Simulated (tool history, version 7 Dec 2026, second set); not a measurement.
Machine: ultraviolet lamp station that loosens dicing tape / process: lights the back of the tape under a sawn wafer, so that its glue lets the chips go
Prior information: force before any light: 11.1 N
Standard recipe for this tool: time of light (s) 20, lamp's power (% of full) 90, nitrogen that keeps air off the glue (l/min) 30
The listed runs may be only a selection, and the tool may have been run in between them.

run   hour  time of light (s)  lamp's power (% of full)  nitrogen that keeps air off the glue (l/min)  force that peels the tape off (N)  light that reached the tape (mJ/cm²)
  1    0.0                 20                        90                                            30                              0.445                                   460
  2    8.9                 35                        90                                            30                              0.141                                   809
  3   20.0                 35                        90                                            30                              0.137                                   804
  4   26.7                 20                        90                                            30                              0.454                                   452
  5   35.2                 20                        90                                            30                              0.470                                   459
  6   44.4                 20                        90                                            30                              0.465                                   458
  7   54.6                 20                        90                                            30                              0.473                                   451
  8   66.0                 20                        90                                            30                              0.500                                   452
  9   72.0                 20                        90                                            30                              0.501                                   446
 10   83.4                 20                        90                                            30                              0.485                                   441
 11   91.3                 18                        90                                            30                              0.667                                   396
 12  100.8                 18                        90                                            30                              0.644                                   399
 13  106.2                 18                        90                                            30                              0.660                                   396
 14  117.6                 18                        90                                            30                              0.675                                   397
 15  129.0                 18                        90                                            30                              0.671                                   398
 16  136.2                 18                        90                                            30                              0.675                                   393
 17  143.2                 18                        90                                            30                              0.679                                   398
 18  151.7                 20                        90                                            30                              0.509                                   436
 19  158.1                 20                        90                                            30                              0.547                                   437
 20  168.5                 20                        80                                            30                              0.715                                   389
 21  175.0                 20                        80                                            30                              0.696                                   385
 22  181.6                 20                        80                                            49                              0.474                                   388
 23  189.4                 20                        80                                            49                              0.473                                   378
 24  198.3                 12                        87                                            27                              1.899                                   246
 25  207.5                 12                        87                                            27                              1.922                                   247
 26  213.0                 12                        87                                            27                              1.922                                   248
 27  218.0                 20                        87                                            38                              0.508                                   407
 28  228.3                 25                        85                                            26                              0.421                                   495
 29  233.9                 25                        85                                            26                              0.429                                   500
 30  238.9                 22                        85                                            59                              0.302                                   437
 31  244.6                 28                        83                                            15                              0.626                                   538
 32  255.5                 28                        83                                            15                              0.612                                   539

What will run 33 give?
 33  266.7                 12                        98                                            37                                  ?                                     ?

force that peels the tape off (N): 1.316
light that reached the tape (mJ/cm²): 271
With the hidden condition absent and the run-to-run variation left alone, this run would have shown force that peels the tape off (N) 0.937, light that reached the tape (mJ/cm²) 318.
